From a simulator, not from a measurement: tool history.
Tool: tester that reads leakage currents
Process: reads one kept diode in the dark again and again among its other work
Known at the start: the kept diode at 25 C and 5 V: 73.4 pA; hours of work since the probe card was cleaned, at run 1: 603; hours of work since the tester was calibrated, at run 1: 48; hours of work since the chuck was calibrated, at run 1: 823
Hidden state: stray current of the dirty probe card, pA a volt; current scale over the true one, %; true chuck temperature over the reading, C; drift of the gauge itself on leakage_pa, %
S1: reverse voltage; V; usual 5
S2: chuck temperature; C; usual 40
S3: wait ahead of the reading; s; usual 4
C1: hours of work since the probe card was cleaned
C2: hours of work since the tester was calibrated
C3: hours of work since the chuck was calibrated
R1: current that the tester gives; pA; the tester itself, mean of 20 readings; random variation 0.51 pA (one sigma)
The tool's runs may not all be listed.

{"run": 1, "hour": 0.0, "S1": 5, "S2": 40, "S3": 4, "C1": 603, "C2": 48, "C3": 823, "R1": 251.41}
{"run": 2, "hour": 89.7, "S1": 5, "S2": 40, "S3": 4, "C1": 659, "C2": 104, "C3": 878, "R1": 250.7}
{"run": 3, "hour": 142.6, "S1": 5, "S2": 40, "S3": 4, "C1": 691, "C2": 136, "C3": 911, "R1": 251.12}
{"run": 4, "hour": 193.3, "S1": 5, "S2": 40, "S3": 4, "C1": 722, "C2": 167, "C3": 942, "R1": 251.06}
{"run": 5, "hour": 286.0, "S1": 5, "S2": 40, "S3": 4, "C1": 780, "C2": 224, "C3": 999, "R1": 250.91}
{"run": 6, "hour": 334.9, "S1": 5, "S2": 40, "S3": 4, "C1": 810, "C2": 255, "C3": 1029, "R1": 249.96}
{"run": 7, "hour": 405.8, "S1": 5, "S2": 40, "S3": 4, "C1": 853, "C2": 298, "C3": 1073, "R1": 250.69}
{"run": 8, "hour": 473.9, "S1": 5, "S2": 40, "S3": 4, "C1": 895, "C2": 340, "C3": 1115, "R1": 250.76}
{"run": 9, "hour": 517.0, "S1": 5, "S2": 40, "S3": 4, "C1": 922, "C2": 367, "C3": 1141, "R1": 249.47}
{"run": 10, "hour": 586.9, "S1": 5, "S2": 40, "S3": 4, "C1": 965, "C2": 410, "C3": 1185, "R1": 249.69}
{"run": 11, "hour": 665.8, "S1": 5, "S2": 40, "S3": 4, "C1": 1013, "C2": 458, "C3": 1233, "R1": 249.85}
{"run": 12, "hour": 736.6, "S1": 5, "S2": 24, "S3": 4, "C1": 1057, "C2": 502, "C3": 1277, "R1": 67.02}
{"run": 13, "hour": 790.0, "S1": 5, "S2": 24, "S3": 4, "C1": 1090, "C2": 535, "C3": 1310, "R1": 67.44}
{"run": 14, "hour": 835.9, "S1": 5, "S2": 53, "S3": 4, "C1": 1118, "C2": 563, "C3": 1338, "R1": 677.97}
{"run": 15, "hour": 878.3, "S1": 5, "S2": 40, "S3": 4, "C1": 1144, "C2": 589, "C3": 1364, "R1": 248.94}
{"run": 16, "hour": 916.7, "S1": 5, "S2": 40, "S3": 4, "C1": 1168, "C2": 613, "C3": 1388, "R1": 249.57}
{"run": 17, "hour": 970.9, "S1": 5, "S2": 40, "S3": 4, "C1": 1201, "C2": 646, "C3": 1421, "R1": 248.73}
{"run": 18, "hour": 1058.9, "S1": 2.3, "S2": 40, "S3": 4, "C1": 1256, "C2": 700, "C3": 1475, "R1": 190.99}
{"run": 19, "hour": 1132.6, "S1": 2.3, "S2": 40, "S3": 4, "C1": 1301, "C2": 746, "C3": 1521, "R1": 190.29}
{"run": 20, "hour": 1221.9, "S1": 2.3, "S2": 40, "S3": 4, "C1": 1356, "C2": 801, "C3": 1576, "R1": 189.79}
{"run": 21, "hour": 1302.3, "S1": 2.3, "S2": 40, "S3": 4, "C1": 1405, "C2": 850, "C3": 1625, "R1": 189.84}
{"run": 22, "hour": 1365.2, "S1": 10.56, "S2": 44, "S3": 4, "C1": 1444, "C2": 889, "C3": 1664, "R1": 441.32}
{"run": 23, "hour": 1417.4, "S1": 7.16, "S2": 40, "S3": 2.4, "C1": 1476, "C2": 921, "C3": 1696, "R1": 281.99}
{"run": 24, "hour": 1460.4, "S1": 7.16, "S2": 40, "S3": 2.4, "C1": 1503, "C2": 948, "C3": 1723, "R1": 282.84}
{"hour": 1496.2, "done": "chuck's temperature calibrated"}
{"run": 25, "hour": 1513.9, "S1": 1.34, "S2": 44, "S3": 4.54, "C1": 1534, "C2": 979, "C3": 11, "R1": 231.06}
{"run": 26, "hour": 1603.3, "S1": 1.34, "S2": 44, "S3": 2.96, "C1": 1590, "C2": 1034, "C3": 66, "R1": 231.54}
{"run": 27, "hour": 1685.4, "S1": 1.34, "S2": 44, "S3": 2.96, "C1": 1640, "C2": 1085, "C3": 117, "R1": 231.28}
{"run": 28, "hour": 1744.1, "S1": 12.94, "S2": 29, "S3": 2.96, "C1": 1676, "C2": 1121, "C3": 153, "R1": 161.71}
{"run": 29, "hour": 1789.5, "S1": 9.81, "S2": 26, "S3": 5.54, "C1": 1704, "C2": 1149, "C3": 181, "R1": 114.4}
{"run": 30, "hour": 1876.3, "S1": 5, "S2": 40, "S3": 1.1, "C1": 1758, "C2": 1203, "C3": 234, "R1": 266.95}
{"run": 31, "hour": 1914.3, "S1": 5, "S2": 40, "S3": 1.1, "C1": 1781, "C2": 1226, "C3": 257, "R1": 266.16}
{"run": 32, "hour": 1986.1, "S1": 5, "S2": 40, "S3": 4.14, "C1": 1825, "C2": 1270, "C3": 302, "R1": 265.68}
{"run": 33, "hour": 2047.5, "S1": 5, "S2": 40, "S3": 4.14, "C1": 1863, "C2": 1308, "C3": 340, "R1": 265.85}
{"run": 34, "hour": 2120.3, "S1": 5, "S2": 40, "S3": 4.14, "C1": 1908, "C2": 1353, "C3": 384, "R1": 266.03}
{"run": 35, "hour": 2175.7, "S1": 6.47, "S2": 40, "S3": 4.18, "C1": 1942, "C2": 1387, "C3": 418, "R1": 291.11}
{"hour": 2209.1, "done": "probe card cleaned and baked"}
{"run": 36, "hour": 2258.9, "S1": 6.47, "S2": 40, "S3": 4.18, "C1": 31, "C2": 1436, "C3": 468, "R1": 280.93}
{"run": 37, "hour": 2330.7, "S1": 1.44, "S2": 40, "S3": 2.28, "C1": 75, "C2": 1481, "C3": 512, "R1": 168.46}
{"run": 38, "hour": 2420.6, "S1": 1.44, "S2": 40, "S3": 2.28, "C1": 130, "C2": 1536, "C3": 567, "R1": 167.89}
{"run": 39, "hour": 2476.3, "S1": 19.95, "S2": 57, "S3": 4, "C1": 165, "C2": 1570, "C3": 602, "R1": 1500.57}

4 ways to go on from here, each from the tool as it stands after run 39. What would each give?
{"run": "A", "hour": 2544.2, "S1": 7.8, "S2": 46, "S3": 7.73, "C1": 206, "C2": 1612, "C3": 644, "R1": "?"}
{"run": "B", "hour": 2544.2, "S1": 1.45, "S2": 55, "S3": 2.26, "C1": 206, "C2": 1612, "C3": 644, "R1": "?"}
{"run": "C", "hour": 2544.2, "S1": 19.95, "S2": 40, "S3": 4, "C1": 206, "C2": 1612, "C3": 644, "R1": "?"}
{"run": "D", "hour": 2544.2, "S1": 5.6, "S2": 35, "S3": 4, "C1": 206, "C2": 1612, "C3": 644, "R1": "?"}

run=A R1=477.07
run=B R1=535.98
run=C R1=409.04
run=D R1=175.83
Without the tool's hidden state the same runs would have given:
run=A R1=488.36
run=B R1=548.9
run=C R1=416.93
run=D R1=179.97

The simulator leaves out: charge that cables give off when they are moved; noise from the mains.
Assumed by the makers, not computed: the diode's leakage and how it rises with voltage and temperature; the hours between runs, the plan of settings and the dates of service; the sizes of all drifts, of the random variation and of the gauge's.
